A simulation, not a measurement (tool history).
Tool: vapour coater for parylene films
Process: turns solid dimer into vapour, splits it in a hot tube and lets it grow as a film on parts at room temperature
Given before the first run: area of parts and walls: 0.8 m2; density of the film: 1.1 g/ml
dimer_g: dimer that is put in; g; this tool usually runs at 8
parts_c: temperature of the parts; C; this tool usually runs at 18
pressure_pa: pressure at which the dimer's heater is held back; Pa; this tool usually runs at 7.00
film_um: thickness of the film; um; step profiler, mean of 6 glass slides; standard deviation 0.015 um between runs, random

Run 1, hour 0.0: usual settings. Result: film_um 4.35 um.
Run 2, hour 33.2: usual settings but pressure_pa 8.06 Pa. Result: film_um 4.23 um.
Run 3, hour 58.1: usual settings but pressure_pa 8.06 Pa. Result: film_um 4.24 um.
Run 4, hour 83.9: usual settings but pressure_pa 8.06 Pa. Result: film_um 4.22 um.
Run 5, hour 120.0: usual settings but pressure_pa 8.06 Pa. Result: film_um 4.21 um.
Run 6, hour 152.1: usual settings but pressure_pa 5.78 Pa. Result: film_um 4.49 um.
Run 7, hour 180.3: usual settings. Result: film_um 4.32 um.
Run 8, hour 222.1: usual settings. Result: film_um 4.27 um.
Run 9, hour 260.2: usual settings. Result: film_um 4.25 um.
Run 10, hour 278.9: usual settings. Result: film_um 4.26 um.
At hour 282.0: table's thermometer calibrated.
Run 11, hour 309.2: usual settings. Result: film_um 4.28 um.
Run 12, hour 337.2: usual settings. Result: film_um 4.27 um.
Run 13, hour 355.3: usual settings but dimer_g 5 g, pressure_pa 4.52 Pa. Result: film_um 2.91 um.
At hour 372.2: table's thermometer calibrated, once more.
Run 14, hour 386.7: usual settings but dimer_g 5 g, pressure_pa 4.52 Pa. Result: film_um 2.81 um.
Run 15, hour 423.2: usual settings but dimer_g 5 g, pressure_pa 4.52 Pa. Result: film_um 2.79 um.
Run 16, hour 446.1: usual settings but dimer_g 9 g, parts_c 27 C, pressure_pa 2.17 Pa. Result: film_um 4.72 um.
Run 17, hour 468.4: usual settings but dimer_g 3 g, parts_c 11 C, pressure_pa 9.03 Pa. Result: film_um 1.72 um.
Run 18, hour 508.7: usual settings but dimer_g 3 g, parts_c 11 C, pressure_pa 3.89 Pa. Result: film_um 1.98 um.
Run 19, hour 527.7: usual settings but dimer_g 13 g, parts_c 16 C, pressure_pa 5.09 Pa. Result: film_um 7.35 um.
Run 20, hour 545.1: usual settings but dimer_g 11 g, pressure_pa 3.29 Pa. Result: film_um 6.39 um.
At hour 586.6: trap's valve overhauled.
Run 21, hour 587.6: usual settings but dimer_g 13 g. Result: film_um 7.12 um.
Run 22, hour 625.2: usual settings but parts_c 23 C. Result: film_um 3.92 um.
Run 23, hour 667.3: usual settings but dimer_g 9 g, parts_c 11 C. Result: film_um 5.68 um.

Here are 5 independent what-if runs from the current tool condition. What would each one return?
Run A, hour 701.6: usual settings but dimer_g 12 g. Result: film_um ?.
Run B, hour 701.6: usual settings but dimer_g 13 g, parts_c 11 C. Result: film_um ?.
Run C, hour 701.6: usual settings but dimer_g 4 g, parts_c 11 C. Result: film_um ?.
Run D, hour 701.6: usual settings but dimer_g 7 g, parts_c 13 C, pressure_pa 2.02 Pa. Result: film_um ?.
Run E, hour 701.6: usual settings but dimer_g 6 g. Result: film_um ?.

run  film_um
  A     6.47
  B     8.18
  C     2.52
  D     5.23
  E     3.25
Had the tool no hidden state, the same runs would have come out as:
run  film_um
  A     6.55
  B     8.28
  C     2.55
  D     5.29
  E     3.29
